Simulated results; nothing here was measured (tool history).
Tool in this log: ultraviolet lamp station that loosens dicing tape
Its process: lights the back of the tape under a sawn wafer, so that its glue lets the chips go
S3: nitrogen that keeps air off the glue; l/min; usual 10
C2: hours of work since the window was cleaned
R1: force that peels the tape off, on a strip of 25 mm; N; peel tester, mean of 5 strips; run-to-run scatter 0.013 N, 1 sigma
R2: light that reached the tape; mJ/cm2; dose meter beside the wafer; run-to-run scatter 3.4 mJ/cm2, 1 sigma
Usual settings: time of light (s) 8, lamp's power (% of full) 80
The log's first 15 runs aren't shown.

run 16 hour=252.5 | time_of_light_(s)=11 lamp's_power_(%_of_full)=91 S3=10 | hours_of_work_of_the_lamp=428 C2=119 | R1=0.35 R2=704
run 17 hour=263.7 | time_of_light_(s)=8 lamp's_power_(%_of_full)=80 S3=10 | hours_of_work_of_the_lamp=433 C2=124 | R1=0.939 R2=446
run 18 hour=284.1 | time_of_light_(s)=8 lamp's_power_(%_of_full)=80 S3=10 | hours_of_work_of_the_lamp=443 C2=134 | R1=0.893 R2=442
run 19 hour=298.3 | time_of_light_(s)=8 lamp's_power_(%_of_full)=80 S3=10 | hours_of_work_of_the_lamp=450 C2=141 | R1=0.91 R2=447
run 20 hour=312.3 | time_of_light_(s)=8 lamp's_power_(%_of_full)=80 S3=10 | hours_of_work_of_the_lamp=456 C2=148 | R1=0.961 R2=439
run 21 hour=329.6 | time_of_light_(s)=8 lamp's_power_(%_of_full)=80 S3=10 | hours_of_work_of_the_lamp=465 C2=156 | R1=0.986 R2=440
run 22 hour=339.3 | time_of_light_(s)=8 lamp's_power_(%_of_full)=80 S3=10 | hours_of_work_of_the_lamp=470 C2=161 | R1=0.968 R2=440
run 23 hour=350.7 | time_of_light_(s)=12 lamp's_power_(%_of_full)=80 S3=4 | hours_of_work_of_the_lamp=475 C2=166 | R1=0.612 R2=662
run 24 hour=370.8 | time_of_light_(s)=12 lamp's_power_(%_of_full)=80 S3=4 | hours_of_work_of_the_lamp=485 C2=176 | R1=0.61 R2=652
run 25 hour=386.7 | time_of_light_(s)=5 lamp's_power_(%_of_full)=61 S3=5 | hours_of_work_of_the_lamp=493 C2=184 | R1=3.885 R2=204
run 26 hour=399 | time_of_light_(s)=5 lamp's_power_(%_of_full)=61 S3=5 | hours_of_work_of_the_lamp=498 C2=190 | R1=4.007 R2=205
run 27 hour=412 | time_of_light_(s)=5 lamp's_power_(%_of_full)=61 S3=5 | hours_of_work_of_the_lamp=505 C2=196 | R1=3.994 R2=207
run 28 hour=424.9 | time_of_light_(s)=15 lamp's_power_(%_of_full)=80 S3=10 | hours_of_work_of_the_lamp=511 C2=202 | R1=0.309 R2=798
run 29 hour=444.6 | time_of_light_(s)=7 lamp's_power_(%_of_full)=80 S3=10 | hours_of_work_of_the_lamp=521 C2=212 | R1=1.343 R2=370
run 30 hour=462.2 | time_of_light_(s)=7 lamp's_power_(%_of_full)=80 S3=10 | hours_of_work_of_the_lamp=529 C2=220 | R1=1.352 R2=373
run 31 hour=481.7 | time_of_light_(s)=4 lamp's_power_(%_of_full)=76 S3=10 | hours_of_work_of_the_lamp=539 C2=230 | R1=3.672 R2=200
run 32 hour=499.3 | time_of_light_(s)=4 lamp's_power_(%_of_full)=84 S3=11 | hours_of_work_of_the_lamp=547 C2=238 | R1=3.007 R2=224
run 33 hour=518 | time_of_light_(s)=8 lamp's_power_(%_of_full)=82 S3=8 | hours_of_work_of_the_lamp=556 C2=247 | R1=1.09 R2=430
run 34 hour=531.7 | time_of_light_(s)=11 lamp's_power_(%_of_full)=95 S3=18 | hours_of_work_of_the_lamp=563 C2=254 | R1=0.333 R2=678
run 35 hour=553.3 | time_of_light_(s)=6 lamp's_power_(%_of_full)=61 S3=17 | hours_of_work_of_the_lamp=573 C2=264 | R1=2.492 R2=235
run 36 hour=570.4 | time_of_light_(s)=13 lamp's_power_(%_of_full)=70 S3=3 | hours_of_work_of_the_lamp=581 C2=273 | R1=0.965 R2=589
run 37 hour=589.1 | time_of_light_(s)=9 lamp's_power_(%_of_full)=61 S3=5 | hours_of_work_of_the_lamp=591 C2=282 | R1=1.961 R2=349
run 38 hour=609 | time_of_light_(s)=8 lamp's_power_(%_of_full)=62 S3=11 | hours_of_work_of_the_lamp=600 C2=291 | R1=1.824 R2=311
run 39 hour=628.4 | time_of_light_(s)=7 lamp's_power_(%_of_full)=80 S3=10 | hours_of_work_of_the_lamp=610 C2=301 | R1=1.481 R2=351
run 40 hour=644.5 | time_of_light_(s)=7 lamp's_power_(%_of_full)=80 S3=10 | hours_of_work_of_the_lamp=617 C2=308 | R1=1.476 R2=346

Run 41 has not been measured yet. What should we expect?
run 41 hour=654.2 | time_of_light_(s)=4 lamp's_power_(%_of_full)=80 S3=11 | hours_of_work_of_the_lamp=622 C2=313 | R1=? R2=?

R1: 3.635 N
R2: 202 mJ/cm2
The same run, on a tool lacking any hidden state, would have yielded R1 2.379 N, R2 273 mJ/cm2.

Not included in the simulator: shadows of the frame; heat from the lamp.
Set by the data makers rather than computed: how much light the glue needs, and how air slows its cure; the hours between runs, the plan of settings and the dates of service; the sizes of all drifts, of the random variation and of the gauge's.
